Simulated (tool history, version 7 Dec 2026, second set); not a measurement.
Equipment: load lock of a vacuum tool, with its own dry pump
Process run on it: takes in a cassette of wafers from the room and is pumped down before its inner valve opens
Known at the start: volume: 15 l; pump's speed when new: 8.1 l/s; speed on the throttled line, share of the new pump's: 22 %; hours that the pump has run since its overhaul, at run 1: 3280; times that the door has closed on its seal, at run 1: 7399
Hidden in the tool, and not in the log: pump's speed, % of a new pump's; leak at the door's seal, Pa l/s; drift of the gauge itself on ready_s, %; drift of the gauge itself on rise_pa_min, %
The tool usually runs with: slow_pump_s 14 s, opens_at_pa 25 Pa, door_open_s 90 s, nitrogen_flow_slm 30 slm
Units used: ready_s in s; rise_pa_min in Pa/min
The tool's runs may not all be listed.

run,hour,slow_pump_s,opens_at_pa,door_open_s,nitrogen_flow_slm,hours that the pump has run since its overhaul,times that the door has closed on its seal,"incoming humidity of the room's air, %",ready_s,rise_pa_min
1,0.0,14,25,90,30,3280,7399,43.4,26.79,0.110
2,615.9,14,24,90,30,3896,9227,46.9,26.74,0.125
3,1222.5,14,24,90,11,4502,11028,43.0,26.87,0.157
4,1932.1,14,25,90,30,5212,13134,44.9,26.89,0.127
5,2673.8,17,25,90,30,5954,15336,46.8,29.24,0.142
6,3202.6,14,25,90,30,6482,16905,47.8,26.76,0.153
7,3926.4,14,25,90,30,7206,19054,44.1,27.05,0.160
8,4543.3,12,33,90,15,7823,20885,46.3,24.93,0.187
9,5115.8,11,29,90,9,8396,22584,46.7,24.43,0.224
10,5451.8,11,25,99,30,8732,23581,44.6,24.53,0.189

The next listed run, before its measurement:
11,5827.9,9,38,32,34,9108,24698,43.6,?,?

For run 11 the tool returned ready_s 22.43 s, rise_pa_min 0.158 Pa/min.
With no hidden state in the tool, this same run would have given ready_s 21.82 s, rise_pa_min 0.044 Pa/min.
